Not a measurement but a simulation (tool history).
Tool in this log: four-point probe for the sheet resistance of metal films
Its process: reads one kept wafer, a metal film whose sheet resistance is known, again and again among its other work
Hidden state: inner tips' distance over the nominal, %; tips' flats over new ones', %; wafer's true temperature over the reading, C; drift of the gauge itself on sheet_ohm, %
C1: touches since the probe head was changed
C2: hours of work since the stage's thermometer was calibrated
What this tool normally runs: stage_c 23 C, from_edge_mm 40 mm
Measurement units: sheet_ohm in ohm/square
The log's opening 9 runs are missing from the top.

{"run": 10, "day": 5.821, "stage_c": 24, "from_edge_mm": 40, "C1": 9606, "C2": 1215, "sheet_ohm": 0.039936}
{"run": 11, "day": 6.25, "stage_c": 24, "from_edge_mm": 40, "C1": 9920, "C2": 1221, "sheet_ohm": 0.039943}
{"run": 12, "day": 6.862, "stage_c": 20, "from_edge_mm": 40, "C1": 10363, "C2": 1228, "sheet_ohm": 0.039773}
{"run": 13, "day": 7.554, "stage_c": 20, "from_edge_mm": 40, "C1": 10866, "C2": 1236, "sheet_ohm": 0.039783}
{"run": 14, "day": 8.171, "stage_c": 20, "from_edge_mm": 40, "C1": 11314, "C2": 1244, "sheet_ohm": 0.03979}
{"run": 15, "day": 8.962, "stage_c": 20, "from_edge_mm": 40, "C1": 11889, "C2": 1253, "sheet_ohm": 0.039792}
{"run": 16, "day": 9.783, "stage_c": 20, "from_edge_mm": 40, "C1": 12484, "C2": 1263, "sheet_ohm": 0.039788}
{"run": 17, "day": 10.479, "stage_c": 20, "from_edge_mm": 40, "C1": 12989, "C2": 1271, "sheet_ohm": 0.039783}
{"run": 18, "day": 11.321, "stage_c": 23, "from_edge_mm": 6, "C1": 13601, "C2": 1282, "sheet_ohm": 0.040468}
{"run": 19, "day": 11.958, "stage_c": 23, "from_edge_mm": 39, "C1": 14063, "C2": 1289, "sheet_ohm": 0.039909}
{"run": 20, "day": 12.583, "stage_c": 23, "from_edge_mm": 31, "C1": 14517, "C2": 1297, "sheet_ohm": 0.03991}
{"run": 21, "day": 13.271, "stage_c": 22, "from_edge_mm": 40, "C1": 15018, "C2": 1305, "sheet_ohm": 0.039867}
{"run": 22, "day": 14.1, "stage_c": 30, "from_edge_mm": 20, "C1": 15618, "C2": 1315, "sheet_ohm": 0.040199}
{"run": 23, "day": 14.471, "stage_c": 30, "from_edge_mm": 20, "C1": 15888, "C2": 1319, "sheet_ohm": 0.040181}
{"day": 14.554, "done": "stage's thermometer calibrated"}
{"run": 24, "day": 15.175, "stage_c": 30, "from_edge_mm": 5, "C1": 16383, "C2": 7, "sheet_ohm": 0.04098}
{"run": 25, "day": 15.521, "stage_c": 23, "from_edge_mm": 5, "C1": 16636, "C2": 12, "sheet_ohm": 0.040706}
{"run": 26, "day": 15.925, "stage_c": 29, "from_edge_mm": 8, "C1": 16930, "C2": 16, "sheet_ohm": 0.040427}
{"run": 27, "day": 16.388, "stage_c": 23, "from_edge_mm": 22, "C1": 17266, "C2": 22, "sheet_ohm": 0.039919}
{"run": 28, "day": 17.129, "stage_c": 23, "from_edge_mm": 22, "C1": 17805, "C2": 31, "sheet_ohm": 0.039929}
{"day": 17.212, "done": "stage's thermometer calibrated, once more"}
{"run": 29, "day": 17.875, "stage_c": 23, "from_edge_mm": 22, "C1": 18330, "C2": 8, "sheet_ohm": 0.03997}
{"run": 30, "day": 18.583, "stage_c": 21, "from_edge_mm": 8, "C1": 18846, "C2": 16, "sheet_ohm": 0.040201}
{"run": 31, "day": 19.121, "stage_c": 29, "from_edge_mm": 73, "C1": 19234, "C2": 23, "sheet_ohm": 0.040157}
{"run": 32, "day": 19.9, "stage_c": 29, "from_edge_mm": 73, "C1": 19802, "C2": 32, "sheet_ohm": 0.040149}
{"run": 33, "day": 20.742, "stage_c": 29, "from_edge_mm": 73, "C1": 20411, "C2": 42, "sheet_ohm": 0.040148}

What does the tool deliver on the next run?
{"run": 34, "day": 21.425, "stage_c": 20, "from_edge_mm": 5, "C1": 20907, "C2": 51, "sheet_ohm": "?"}

{"run 34": {"sheet_ohm": 0.040668}}
With no hidden state in the tool, this same run would have given sheet_ohm 0.040728 ohm/square.
